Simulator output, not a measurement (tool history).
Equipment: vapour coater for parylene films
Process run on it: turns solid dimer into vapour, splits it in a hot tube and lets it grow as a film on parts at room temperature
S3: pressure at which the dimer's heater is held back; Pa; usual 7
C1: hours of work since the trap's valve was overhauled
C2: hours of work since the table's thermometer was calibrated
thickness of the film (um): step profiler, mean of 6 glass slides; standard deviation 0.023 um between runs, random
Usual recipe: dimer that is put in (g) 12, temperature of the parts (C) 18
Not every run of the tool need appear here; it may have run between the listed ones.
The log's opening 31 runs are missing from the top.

{"run": 32, "hour": 1228.2, "dimer that is put in (g)": 13, "temperature of the parts (C)": 16, "S3": 4.7, "C1": 100, "C2": 1766, "thickness of the film (um)": 3.24}
{"run": 33, "hour": 1262.8, "dimer that is put in (g)": 18, "temperature of the parts (C)": 14, "S3": 7, "C1": 118, "C2": 1784, "thickness of the film (um)": 4.54}
{"run": 34, "hour": 1302.0, "dimer that is put in (g)": 14, "temperature of the parts (C)": 18, "S3": 7, "C1": 139, "C2": 1805, "thickness of the film (um)": 2.97}
{"run": 35, "hour": 1329.6, "dimer that is put in (g)": 14, "temperature of the parts (C)": 18, "S3": 7, "C1": 153, "C2": 1819, "thickness of the film (um)": 2.95}
{"run": 36, "hour": 1369.2, "dimer that is put in (g)": 5, "temperature of the parts (C)": 18, "S3": 5.88, "C1": 174, "C2": 1840, "thickness of the film (um)": 1.04}
{"run": 37, "hour": 1399.2, "dimer that is put in (g)": 8, "temperature of the parts (C)": 18, "S3": 6.94, "C1": 190, "C2": 1856, "thickness of the film (um)": 1.67}
{"run": 38, "hour": 1422.9, "dimer that is put in (g)": 22, "temperature of the parts (C)": 18, "S3": 7, "C1": 202, "C2": 1868, "thickness of the film (um)": 4.61}
{"run": 39, "hour": 1462.6, "dimer that is put in (g)": 14, "temperature of the parts (C)": 15, "S3": 10.97, "C1": 223, "C2": 1889, "thickness of the film (um)": 3.03}
{"run": 40, "hour": 1506.0, "dimer that is put in (g)": 14, "temperature of the parts (C)": 15, "S3": 10.97, "C1": 246, "C2": 1912, "thickness of the film (um)": 3.03}
{"run": 41, "hour": 1564.2, "dimer that is put in (g)": 14, "temperature of the parts (C)": 15, "S3": 10.97, "C1": 276, "C2": 1942, "thickness of the film (um)": 2.97}
{"run": 42, "hour": 1590.5, "dimer that is put in (g)": 12, "temperature of the parts (C)": 22, "S3": 7, "C1": 290, "C2": 1956, "thickness of the film (um)": 2.12}
{"run": 43, "hour": 1631.7, "dimer that is put in (g)": 12, "temperature of the parts (C)": 28, "S3": 2.17, "C1": 312, "C2": 1978, "thickness of the film (um)": 2.05}
{"run": 44, "hour": 1657.3, "dimer that is put in (g)": 12, "temperature of the parts (C)": 18, "S3": 9.13, "C1": 325, "C2": 1991, "thickness of the film (um)": 2.31}
{"hour": 1690.1, "done": "table's thermometer calibrated"}
{"run": 45, "hour": 1702.7, "dimer that is put in (g)": 9, "temperature of the parts (C)": 18, "S3": 5.46, "C1": 348, "C2": 7, "thickness of the film (um)": 1.94}
{"run": 46, "hour": 1760.8, "dimer that is put in (g)": 9, "temperature of the parts (C)": 18, "S3": 5.46, "C1": 379, "C2": 37, "thickness of the film (um)": 1.95}

Consider 3 possible next runs. They are alternatives, not a sequence: every one starts from the tool as it was left by run 46. What does each give?
{"run": "A", "hour": 1811.2, "dimer that is put in (g)": 12, "temperature of the parts (C)": 18, "S3": 5.92, "C1": 405, "C2": 63, "thickness of the film (um)": "?"}
{"run": "B", "hour": 1811.2, "dimer that is put in (g)": 8, "temperature of the parts (C)": 10, "S3": 2.85, "C1": 405, "C2": 63, "thickness of the film (um)": "?"}
{"run": "C", "hour": 1811.2, "dimer that is put in (g)": 15, "temperature of the parts (C)": 26, "S3": 2.18, "C1": 405, "C2": 63, "thickness of the film (um)": "?"}

run=A thickness_of_the_film_(um)=2.56
run=B thickness_of_the_film_(um)=2.75
run=C thickness_of_the_film_(um)=2.8
With the hidden condition removed and each run's random variation left untouched, the same runs would have given:
run=A thickness_of_the_film_(um)=2.76
run=B thickness_of_the_film_(um)=2.96
run=C thickness_of_the_film_(um)=3.01
